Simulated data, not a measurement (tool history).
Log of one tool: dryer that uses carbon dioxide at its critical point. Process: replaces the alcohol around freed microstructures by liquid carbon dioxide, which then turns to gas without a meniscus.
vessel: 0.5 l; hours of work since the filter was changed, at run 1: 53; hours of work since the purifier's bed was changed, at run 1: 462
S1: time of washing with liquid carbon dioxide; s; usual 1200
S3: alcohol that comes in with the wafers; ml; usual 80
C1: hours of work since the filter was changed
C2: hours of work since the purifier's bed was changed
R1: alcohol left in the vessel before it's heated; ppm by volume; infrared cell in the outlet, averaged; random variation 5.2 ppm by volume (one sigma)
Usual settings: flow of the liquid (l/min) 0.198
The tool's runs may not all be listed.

run 1 hour=0 | S1=1200 flow_of_the_liquid_(l/min)=0.198 S3=80 | C1=53 C2=462 | R1=202
run 2 hour=24.6 | S1=1200 flow_of_the_liquid_(l/min)=0.198 S3=80 | C1=60 C2=469 | R1=218
run 3 hour=62.5 | S1=1200 flow_of_the_liquid_(l/min)=0.198 S3=80 | C1=72 C2=481 | R1=227
run 4 hour=96.7 | S1=1200 flow_of_the_liquid_(l/min)=0.198 S3=80 | C1=82 C2=492 | R1=241
run 5 hour=126.1 | S1=1200 flow_of_the_liquid_(l/min)=0.198 S3=80 | C1=91 C2=500 | R1=245
run 6 hour=165.2 | S1=1200 flow_of_the_liquid_(l/min)=0.198 S3=80 | C1=103 C2=512 | R1=270
run 7 hour=188.2 | S1=1200 flow_of_the_liquid_(l/min)=0.198 S3=80 | C1=110 C2=519 | R1=293
run 8 hour=230.4 | S1=1680 flow_of_the_liquid_(l/min)=0.299 S3=55 | C1=123 C2=532 | R1=78
run 9 hour=277.9 | S1=1620 flow_of_the_liquid_(l/min)=0.198 S3=71 | C1=138 C2=547 | R1=109
run 10 hour=312.8 | S1=1020 flow_of_the_liquid_(l/min)=0.214 S3=37 | C1=148 C2=558 | R1=294
-- hour=354.3 inlet filter changed
run 11 hour=356.7 | S1=1440 flow_of_the_liquid_(l/min)=0.179 S3=50 | C1=1 C2=571 | R1=113
run 12 hour=391.6 | S1=1800 flow_of_the_liquid_(l/min)=0.165 S3=80 | C1=11 C2=581 | R1=96
run 13 hour=421.2 | S1=1860 flow_of_the_liquid_(l/min)=0.303 S3=29 | C1=20 C2=590 | R1=88
run 14 hour=457.2 | S1=1140 flow_of_the_liquid_(l/min)=0.198 S3=80 | C1=31 C2=601 | R1=257

Hidden state or all else? Some run-to-run changes of R1, split into what the settings, what came in and random variation would give without the hidden state, and what is left for the hidden state (with any gauge scatter that isn't in both results):
The hidden state here: flow that reaches the vessel past the clogged filter, %; alcohol in the recycled carbon dioxide, ppm; drift of the gauge itself on alcohol_ppm, %.
Run 7 -> 8: S1 1200 -> 1680, flow of the liquid (l/min) 0.198 -> 0.299, S3 80 -> 55. R1 -215 ppm by volume: hidden state -120, all else -95.
Run 10 -> 11: S1 1020 -> 1440, flow of the liquid (l/min) 0.214 -> 0.179, S3 37 -> 50, inlet filter changed. R1 -181 ppm by volume: hidden state -129, all else -52.

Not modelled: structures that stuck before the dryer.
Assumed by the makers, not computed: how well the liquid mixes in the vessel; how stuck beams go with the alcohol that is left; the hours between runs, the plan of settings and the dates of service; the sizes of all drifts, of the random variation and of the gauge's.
